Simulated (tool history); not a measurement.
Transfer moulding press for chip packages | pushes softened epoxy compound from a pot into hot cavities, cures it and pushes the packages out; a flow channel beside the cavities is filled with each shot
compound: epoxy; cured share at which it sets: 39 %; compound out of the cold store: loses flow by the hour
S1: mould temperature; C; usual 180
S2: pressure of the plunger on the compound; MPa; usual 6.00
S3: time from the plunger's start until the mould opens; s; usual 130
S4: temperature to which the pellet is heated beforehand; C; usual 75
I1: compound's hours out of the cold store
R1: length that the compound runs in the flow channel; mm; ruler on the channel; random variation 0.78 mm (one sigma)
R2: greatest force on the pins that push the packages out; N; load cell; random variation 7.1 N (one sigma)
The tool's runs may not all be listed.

| run | hour | S1 | S2 | S3 | S4 | I1 | R1 | R2 |
|---|---|---|---|---|---|---|---|---|
| 1 | 0.0 | 180 | 6.00 | 130 | 75 | 16.2 | 691.0 | 300 |
| 2 | 16.1 | 180 | 6.00 | 130 | 75 | 31.3 | 652.0 | 305 |
|  | 31.2 | cavities cleaned with cleaning compound and waxed |
| 3 | 40.0 | 180 | 6.00 | 130 | 75 | 28.6 | 658.0 | 296 |
| 4 | 49.6 | 180 | 6.00 | 130 | 75 | 43.8 | 620.8 | 295 |
| 5 | 69.9 | 180 | 6.00 | 130 | 75 | 10.0 | 708.2 | 287 |
| 6 | 82.8 | 180 | 6.00 | 130 | 75 | 23.5 | 671.0 | 304 |
| 7 | 94.3 | 180 | 6.00 | 130 | 75 | 29.7 | 655.0 | 310 |
| 8 | 106.1 | 188 | 6.00 | 130 | 75 | 40.4 | 604.1 | 266 |
| 9 | 121.5 | 180 | 6.00 | 130 | 75 | 44.8 | 620.8 | 297 |
|  | 131.6 | plunger's sealing rings changed |
| 10 | 136.9 | 180 | 6.00 | 130 | 75 | 29.3 | 656.2 | 309 |
|  | 145.6 | cavities cleaned with cleaning compound and waxed |
| 11 | 151.7 | 181 | 6.00 | 130 | 75 | 25.5 | 663.5 | 282 |
| 12 | 161.8 | 181 | 6.00 | 130 | 75 | 25.6 | 662.7 | 285 |
| 13 | 179.9 | 181 | 6.00 | 130 | 75 | 22.6 | 670.1 | 299 |
| 14 | 200.1 | 181 | 6.00 | 130 | 75 | 36.0 | 637.9 | 299 |
| 15 | 218.8 | 180 | 5.78 | 130 | 78 | 19.9 | 667.5 | 305 |
| 16 | 228.5 | 187 | 7.11 | 119 | 84 | 44.0 | 652.4 | 267 |
| 17 | 240.1 | 175 | 7.11 | 119 | 84 | 12.4 | 786.2 | 490 |
| 18 | 249.7 | 180 | 6.23 | 130 | 75 | 29.8 | 667.2 | 295 |

Run 19 comes next. What will it give?
|  | 256.3 | cavities cleaned with cleaning compound and waxed |
| 19 | 268.7 | 186 | 6.00 | 130 | 75 | 31.4 | ? | ? |

R1: 631.6 mm
R2: 270 N
Without the tool's hidden state the same run would have given R1 631.6 mm, R2 270 N.
